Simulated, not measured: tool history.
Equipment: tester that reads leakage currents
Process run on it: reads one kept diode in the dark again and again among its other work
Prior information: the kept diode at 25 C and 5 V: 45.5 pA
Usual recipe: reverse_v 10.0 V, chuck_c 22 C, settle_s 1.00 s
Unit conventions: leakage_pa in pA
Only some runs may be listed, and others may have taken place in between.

| run | hour | reverse_v | chuck_c | settle_s | leakage_pa |
|---|---|---|---|---|---|
| 1 | 0.0 | 10.0 | 22 | 1.00 | 74.46 |
| 2 | 81.3 | 10.0 | 22 | 1.00 | 74.57 |
| 3 | 158.0 | 10.0 | 22 | 1.00 | 76.07 |
|  | 170.7 | chuck's temperature calibrated |
| 4 | 215.0 | 10.0 | 22 | 1.00 | 69.47 |
| 5 | 262.3 | 10.0 | 22 | 1.00 | 69.39 |
|  | 349.9 | probe card cleaned and baked |
| 6 | 349.9 | 10.0 | 22 | 0.64 | 59.22 |
| 7 | 418.5 | 10.0 | 22 | 0.64 | 59.67 |
| 8 | 470.7 | 10.0 | 22 | 0.64 | 60.02 |
| 9 | 530.3 | 10.0 | 22 | 0.64 | 60.52 |
| 10 | 621.5 | 10.0 | 22 | 1.00 | 60.26 |
| 11 | 661.8 | 10.0 | 22 | 7.86 | 58.58 |
| 12 | 716.8 | 10.0 | 22 | 0.92 | 61.09 |
| 13 | 764.8 | 10.0 | 22 | 0.92 | 61.94 |
| 14 | 850.4 | 10.0 | 22 | 0.92 | 62.64 |
| 15 | 892.3 | 5.1 | 30 | 0.92 | 74.55 |
| 16 | 931.9 | 5.1 | 30 | 0.92 | 74.70 |
| 17 | 995.3 | 5.1 | 30 | 0.92 | 75.48 |
| 18 | 1041.9 | 5.1 | 30 | 0.92 | 75.83 |
| 19 | 1087.4 | 2.8 | 22 | 0.82 | 30.12 |
| 20 | 1156.3 | 3.0 | 22 | 0.87 | 31.53 |
| 21 | 1245.7 | 3.0 | 22 | 0.87 | 31.68 |
| 22 | 1313.7 | 3.0 | 22 | 0.87 | 32.10 |
| 23 | 1371.1 | 1.5 | 35 | 8.05 | 54.11 |
| 24 | 1410.3 | 17.0 | 42 | 5.09 | 355.14 |
| 25 | 1450.6 | 17.0 | 46 | 1.85 | 466.74 |

Selected run-to-run steps in leakage_pa, each split into two signed amounts: the part the tool would show with no hidden state at all (from settings, incoming material and random variation), and the remainder, which goes to the hidden state together with any gauge scatter not common to the measured and the hidden-state-free results:
The hidden state here: stray current of the dirty probe card, pA a volt; current scale over the true one, %; true chuck temperature over the reading, C; drift of the gauge itself on leakage_pa, %.
Run 5 -> 6: settle_s 1.00 -> 0.64, probe card cleaned and baked. leakage_pa -10.17 pA: hidden state -11.68, all else +1.51.
Run 23 -> 24: reverse_v 1.5 -> 17.0, chuck_c 35 -> 42, settle_s 8.05 -> 5.09. leakage_pa +301.03 pA: hidden state +35.24, all else +265.79.
Run 24 -> 25: chuck_c 42 -> 46, settle_s 5.09 -> 1.85. leakage_pa +111.60 pA: hidden state +11.26, all else +100.34.
